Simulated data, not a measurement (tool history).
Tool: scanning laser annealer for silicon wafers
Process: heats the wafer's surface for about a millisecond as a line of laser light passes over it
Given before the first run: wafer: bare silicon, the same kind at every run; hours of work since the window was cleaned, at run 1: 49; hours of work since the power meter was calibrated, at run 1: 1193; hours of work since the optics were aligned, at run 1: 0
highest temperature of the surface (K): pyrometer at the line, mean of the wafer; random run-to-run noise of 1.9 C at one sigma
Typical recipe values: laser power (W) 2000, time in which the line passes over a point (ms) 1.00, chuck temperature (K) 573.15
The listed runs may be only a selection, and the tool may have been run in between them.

run,hour,laser power (W),time in which the line passes over a point (ms),chuck temperature (K),hours of work since the window was cleaned,hours of work since the power meter was calibrated,hours of work since the optics were aligned,highest temperature of the surface (K)
1,0.0,2000,1.00,573.15,49,1193,0,1387.15
2,80.4,2000,1.00,573.15,93,1237,44,1382.15
3,155.3,2000,1.00,573.15,134,1278,85,1377.15
4,224.5,2000,1.00,573.15,171,1316,122,1374.15
5,268.8,2000,1.00,573.15,195,1340,146,1372.15
6,323.8,2000,1.00,573.15,225,1370,176,1370.15
7,393.1,2000,1.00,573.15,263,1408,214,1366.15
8,477.7,1783,1.00,573.15,309,1454,260,1279.15
9,552.2,2000,1.00,573.15,350,1494,301,1362.15
10,636.3,2000,1.00,573.15,396,1540,347,1359.15
11,680.3,1778,1.00,573.15,420,1564,371,1269.15
12,726.2,1778,1.00,573.15,445,1589,396,1266.15
13,812.3,1778,1.00,573.15,492,1636,443,1262.15
14,876.2,2000,1.00,547.15,526,1671,477,1317.15
15,967.6,1821,0.91,587.15,576,1721,527,1257.15
16,1019.6,1738,0.83,553.15,605,1749,556,1161.15
# hour 1069.3: window over the wafer cleaned
17,1073.4,2191,0.88,560.15,2,1777,584,1385.15
18,1140.0,2022,0.74,556.15,39,1813,620,1252.15
19,1205.1,1850,0.74,563.15,74,1849,656,1202.15

What if the next run were any one of these 5? Each begins from the tool's condition after run 19:
A,1285.1,1949,1.00,570.15,118,1892,699,?
B,1285.1,1772,0.80,573.15,118,1892,699,?
C,1285.1,2000,1.00,591.15,118,1892,699,?
D,1285.1,2180,1.00,573.15,118,1892,699,?
E,1285.1,2153,0.74,534.15,118,1892,699,?

run,highest temperature of the surface (K)
A,1343.15
B,1203.15
C,1380.15
D,1435.15
E,1269.15
Without the tool's unlogged condition, the same runs would have read:
run,highest temperature of the surface (K)
A,1373.15
B,1228.15
C,1411.15
D,1469.15
E,1298.15
